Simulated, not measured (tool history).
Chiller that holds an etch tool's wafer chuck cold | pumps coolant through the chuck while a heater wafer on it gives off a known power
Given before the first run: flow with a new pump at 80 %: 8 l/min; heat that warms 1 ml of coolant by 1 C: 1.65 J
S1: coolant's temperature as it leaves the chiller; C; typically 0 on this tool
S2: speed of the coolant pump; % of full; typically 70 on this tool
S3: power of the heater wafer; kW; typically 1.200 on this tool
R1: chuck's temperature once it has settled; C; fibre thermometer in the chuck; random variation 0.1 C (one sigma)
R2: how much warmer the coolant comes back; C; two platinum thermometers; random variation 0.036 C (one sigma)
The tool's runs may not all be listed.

run    hour  S1   S2     S3    R1    R2
  1     0.0   0   70  1.200  15.4  6.99
  2   188.4   0   70  1.200  15.7  6.92
  3   325.9   0   70  1.200  15.7  6.92
  4   453.5   0   70  1.200  15.7  6.93
  5   649.4   0   70  1.200  15.9  6.90
      777.5  -- coolant pump overhauled
  6   867.0   0   70  1.200  14.9  6.40
  7  1073.8  -4   70  1.200  10.9  6.46
  8  1229.5  -4   70  1.200  10.9  6.42
  9  1336.5  -4   70  1.200  11.1  6.51
 10  1480.0   0   70  1.200  14.9  6.44
 11  1576.4   0   91  1.200  12.1  4.77
 12  1784.5   0   70  1.200  15.3  6.53
     1946.3  -- chiller's thermometer calibrated
 13  1988.1   0   70  1.200  15.1  6.42
 14  2117.1   0   65  1.200  16.1  7.14
 15  2322.8   3   71  1.236  18.4  6.59
 16  2415.5   3   71  1.236  18.3  6.68
 17  2548.3  -5  100  1.200   6.2  4.40
     2595.8  -- chiller's thermometer calibrated, once more
 18  2672.1  -5  100  1.200   7.1  4.39
 19  2810.0   8   98  0.891  16.9  3.29
 20  2968.4   2   83  0.656   9.8  3.01
     3092.5  -- coolant changed, channels flushed
 21  3103.2   0   95  0.804   7.9  3.11
 22  3315.0   0   95  0.804   7.9  3.15
 23  3442.2   0   63  0.804  10.7  5.01
 24  3636.0  10   69  1.041  23.3  5.90
 25  3787.9  10   69  1.041  23.2  5.90
 26  3940.9   0   90  1.200  12.2  4.92
 27  4148.6  -4   89  1.200   8.3  5.13

Predict each of these 5 candidate next runs independently; none follows another, all start after run 27:
  A  4266.9   9  90  1.416   ?   ?
  B  4266.9  -7  76  1.049   ?   ?
  C  4266.9   0  70  0.740   ?   ?
  D  4266.9  -4  89  0.789   ?   ?
  E  4266.9   7  70  0.605   ?   ?

run    R1    R2
  A  23.6  5.96
  B   5.5  5.33
  C   9.4  4.14
  D   4.3  3.34
  E  14.6  3.42
Had the tool no hidden state, the same runs would have come out as:
run    R1    R2
  A  22.8  5.62
  B   4.8  5.02
  C   9.0  3.90
  D   3.9  3.15
  E  14.3  3.23
